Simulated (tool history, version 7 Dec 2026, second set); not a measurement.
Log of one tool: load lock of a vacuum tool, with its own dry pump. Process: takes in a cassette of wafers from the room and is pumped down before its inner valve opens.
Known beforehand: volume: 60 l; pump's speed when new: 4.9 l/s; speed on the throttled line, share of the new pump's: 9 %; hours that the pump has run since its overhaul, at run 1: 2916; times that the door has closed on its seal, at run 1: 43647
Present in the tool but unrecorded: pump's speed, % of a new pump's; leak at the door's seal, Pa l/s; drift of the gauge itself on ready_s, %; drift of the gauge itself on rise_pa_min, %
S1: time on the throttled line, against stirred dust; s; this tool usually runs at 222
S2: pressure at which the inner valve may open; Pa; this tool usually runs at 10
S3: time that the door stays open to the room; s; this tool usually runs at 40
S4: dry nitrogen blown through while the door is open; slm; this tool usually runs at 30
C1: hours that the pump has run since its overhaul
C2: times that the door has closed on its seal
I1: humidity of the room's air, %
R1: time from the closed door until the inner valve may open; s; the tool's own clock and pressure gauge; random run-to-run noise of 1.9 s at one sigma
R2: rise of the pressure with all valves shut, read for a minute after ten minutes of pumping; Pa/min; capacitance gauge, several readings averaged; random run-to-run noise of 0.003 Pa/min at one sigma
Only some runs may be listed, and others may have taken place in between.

{"run": 1, "hour": 0.0, "S1": 222, "S2": 10, "S3": 40, "S4": 30, "C1": 2916, "C2": 43647, "I1": 43.8, "R1": 315.5, "R2": 0.16}
{"run": 2, "hour": 288.9, "S1": 222, "S2": 10, "S3": 40, "S4": 30, "C1": 3205, "C2": 44951, "I1": 45.4, "R1": 317.3, "R2": 0.164}
{"run": 3, "hour": 536.4, "S1": 222, "S2": 9, "S3": 40, "S4": 30, "C1": 3452, "C2": 46069, "I1": 45.9, "R1": 319.5, "R2": 0.167}
{"run": 4, "hour": 1045.7, "S1": 222, "S2": 9, "S3": 40, "S4": 30, "C1": 3962, "C2": 48369, "I1": 45.3, "R1": 322.5, "R2": 0.183}
{"run": 5, "hour": 1420.6, "S1": 222, "S2": 9, "S3": 40, "S4": 30, "C1": 4336, "C2": 50062, "I1": 45.8, "R1": 318.3, "R2": 0.195}
{"run": 6, "hour": 1804.9, "S1": 222, "S2": 9, "S3": 108, "S4": 30, "C1": 4721, "C2": 51797, "I1": 45.4, "R1": 318.0, "R2": 0.208}
{"run": 7, "hour": 2073.2, "S1": 222, "S2": 9, "S3": 108, "S4": 30, "C1": 4989, "C2": 53009, "I1": 46.8, "R1": 320.7, "R2": 0.224}
{"run": 8, "hour": 2514.4, "S1": 222, "S2": 9, "S3": 108, "S4": 30, "C1": 5430, "C2": 55001, "I1": 44.9, "R1": 318.1, "R2": 0.234}
{"run": 9, "hour": 2922.0, "S1": 222, "S2": 9, "S3": 43, "S4": 30, "C1": 5838, "C2": 56842, "I1": 43.9, "R1": 321.7, "R2": 0.232}
{"run": 10, "hour": 3164.2, "S1": 381, "S2": 10, "S3": 43, "S4": 7, "C1": 6080, "C2": 57936, "I1": 46.3, "R1": 464.2, "R2": 0.265}
{"run": 11, "hour": 3486.8, "S1": 222, "S2": 10, "S3": 40, "S4": 19, "C1": 6403, "C2": 59392, "I1": 44.8, "R1": 317.9, "R2": 0.253}
{"run": 12, "hour": 3780.3, "S1": 313, "S2": 11, "S3": 40, "S4": 19, "C1": 6696, "C2": 60718, "I1": 47.1, "R1": 404.3, "R2": 0.261}
{"run": 13, "hour": 4058.1, "S1": 318, "S2": 12, "S3": 71, "S4": 9, "C1": 6974, "C2": 61972, "I1": 48.6, "R1": 403.9, "R2": 0.287}

Below are 3 alternative next runs, each starting from the tool's condition after run 13. Predict each:
{"run": "A", "hour": 4286.9, "S1": 114, "S2": 12, "S3": 71, "S4": 19, "C1": 7203, "C2": 63005, "I1": 46.9, "R1": "?", "R2": "?"}
{"run": "B", "hour": 4286.9, "S1": 305, "S2": 16, "S3": 203, "S4": 30, "C1": 7203, "C2": 63005, "I1": 42.2, "R1": "?", "R2": "?"}
{"run": "C", "hour": 4286.9, "S1": 428, "S2": 9, "S3": 33, "S4": 30, "C1": 7203, "C2": 63005, "I1": 45.8, "R1": "?", "R2": "?"}

run=A R1=217.2 R2=0.292
run=B R1=385.7 R2=0.293
run=C R1=504.2 R2=0.268
Without the tool's hidden state the same runs would have given:
run=A R1=212.0 R2=0.048
run=B R1=381.5 R2=0.050
run=C R1=500.2 R2=0.030
